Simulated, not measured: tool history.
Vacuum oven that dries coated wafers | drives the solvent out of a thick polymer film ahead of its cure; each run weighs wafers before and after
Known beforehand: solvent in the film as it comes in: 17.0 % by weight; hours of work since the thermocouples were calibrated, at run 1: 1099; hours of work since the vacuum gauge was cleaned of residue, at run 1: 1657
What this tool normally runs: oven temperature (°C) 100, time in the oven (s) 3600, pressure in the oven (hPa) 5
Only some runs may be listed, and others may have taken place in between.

run     day  oven temperature (°C)  time in the oven (s)  pressure in the oven (hPa)  hours of work since the thermocouples were calibrated  hours of work since the vacuum gauge was cleaned of residue  solvent left in the film (%)
  1       0                    100                  3600                           5                                                   1099                                                         1657                          3.43
  2   2.767                    100                  3600                           5                                                   1146                                                         1704                           3.5
      3.317  -- oven's thermocouples calibrated
  3   5.833                    100                  3600                           5                                                     42                                                         1754                          4.17
      6.338  -- vacuum gauge cleaned of residue and calibrated
  4   7.488                    100                  3600                           5                                                     69                                                           19                          4.07
  5  10.075                    100                  3600                           5                                                    113                                                           63                             4
  6  11.604                    100                  3600                       16.36                                                    138                                                           89                          4.24
  7  12.862                    100                  3600                           5                                                    160                                                          110                          4.02
  8  15.417                    100                  3600                           5                                                    202                                                          153                             4
  9  17.279                    100                  3600                       14.82                                                    234                                                          184                          4.14
 10   19.95                     96                  4800                       17.62                                                    279                                                          229                          4.05
 11  21.592                     99                  1860                        9.33                                                    306                                                          257                           7.6
 12  24.154                     99                  1860                        9.33                                                    349                                                          300                          7.61
 13  26.667                    109                  4020                        4.64                                                    392                                                          342                          1.22
 14  29.158                    105                  2220                         9.2                                                    434                                                          384                           4.9
 15  31.083                    105                  2220                         9.2                                                    466                                                          416                          4.82
 16    33.4                    102                  2220                         6.7                                                    505                                                          455                          5.61
 17  35.888                    102                  2220                         6.7                                                    547                                                          497                           5.6

Forecast each of these 5 alternatives for the next run:
  A  37.096                    102                  2220                       18.55                                                    567                                                          517                             ?
  B  37.096                    100                  3600                        9.79                                                    567                                                          517                             ?
  C  37.096                    109                  5400                        3.02                                                    567                                                          517                             ?
  D  37.096                    102                  3120                         6.7                                                    567                                                          517                             ?
  E  37.096                    100                  5340                           5                                                    567                                                          517                             ?

run  solvent left in the film (%)
  A                          5.76
  B                          3.97
  C                          0.59
  D                             4
  E                           2.1
With the hidden condition removed and each run's random variation left untouched, the same runs would have given:
run  solvent left in the film (%)
  A                          5.91
  B                          4.12
  C                          0.63
  D                          4.15
  E                          2.22
